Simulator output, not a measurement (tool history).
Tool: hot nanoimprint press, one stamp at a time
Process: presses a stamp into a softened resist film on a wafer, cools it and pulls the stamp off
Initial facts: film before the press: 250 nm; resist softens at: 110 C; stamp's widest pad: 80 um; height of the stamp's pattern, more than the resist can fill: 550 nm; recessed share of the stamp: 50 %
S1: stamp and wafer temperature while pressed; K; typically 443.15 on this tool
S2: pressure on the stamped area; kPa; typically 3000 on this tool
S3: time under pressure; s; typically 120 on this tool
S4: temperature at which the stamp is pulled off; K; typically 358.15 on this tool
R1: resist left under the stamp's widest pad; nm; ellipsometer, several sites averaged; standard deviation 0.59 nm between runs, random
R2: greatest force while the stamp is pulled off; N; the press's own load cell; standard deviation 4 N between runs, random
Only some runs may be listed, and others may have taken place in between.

Run 1, hour 0.0: usual settings. Result: R1 146.7 nm, R2 199 N.
Run 2, hour 38.4: usual settings. Result: R1 146.3 nm, R2 197 N.
Run 3, hour 78.1: usual settings. Result: R1 147.4 nm, R2 208 N.
Run 4, hour 121.8: usual settings. Result: R1 146.7 nm, R2 207 N.
Run 5, hour 160.8: usual settings but S4 357.15 K. Result: R1 146.0 nm, R2 212 N.
Run 6, hour 182.7: usual settings but S4 357.15 K. Result: R1 148.2 nm, R2 204 N.
Run 7, hour 213.5: usual settings but S4 357.15 K. Result: R1 149.1 nm, R2 218 N.
Run 8, hour 238.2: usual settings but S2 1870 kPa. Result: R1 176.4 nm, R2 204 N.
Run 9, hour 266.3: usual settings but S2 1870 kPa. Result: R1 176.6 nm, R2 209 N.
Run 10, hour 293.2: usual settings but S3 159 s. Result: R1 135.9 nm, R2 212 N.
Run 11, hour 313.4: usual settings but S3 159 s. Result: R1 135.8 nm, R2 222 N.
Run 12, hour 351.2: usual settings but S4 346.15 K. Result: R1 148.1 nm, R2 234 N.
Run 13, hour 385.2: usual settings but S4 346.15 K. Result: R1 148.5 nm, R2 239 N.
Run 14, hour 430.0: usual settings but S4 346.15 K. Result: R1 149.3 nm, R2 241 N.
Run 15, hour 456.3: usual settings but S3 91 s. Result: R1 161.2 nm, R2 218 N.
At hour 469.3: press's hydraulic seals changed and the load cell set to zero.
Run 16, hour 510.6: usual settings but S1 438.15 K, S3 71 s. Result: R1 189.9 nm, R2 222 N.
Run 17, hour 531.0: usual settings but S1 452.15 K, S2 2450 kPa, S3 84 s, S4 357.15 K. Result: R1 140.3 nm, R2 226 N.
Run 18, hour 566.5: usual settings but S1 444.15 K, S2 3300 kPa, S3 219 s, S4 354.15 K. Result: R1 112.6 nm, R2 234 N.
Run 19, hour 613.5: usual settings but S1 440.15 K, S3 216 s, S4 355.15 K. Result: R1 134.9 nm, R2 236 N.
Run 20, hour 651.0: usual settings but S1 440.15 K, S3 216 s, S4 355.15 K. Result: R1 135.8 nm, R2 234 N.
Run 21, hour 697.9: usual settings but S1 445.15 K. Result: R1 140.9 nm, R2 238 N.
Run 22, hour 729.9: usual settings but S2 3520 kPa, S3 140 s, S4 366.15 K. Result: R1 132.5 nm, R2 222 N.

The next listed run, before its measurement:
Run 23, hour 777.6: usual settings but S1 452.15 K, S2 2990 kPa. Result: R1 ?, R2 ?.

Run 23 came out at R1 115.4 nm, R2 238 N.
With the hidden condition absent and the run-to-run variation left alone, this run would have shown R1 111.6 nm, R2 194 N.
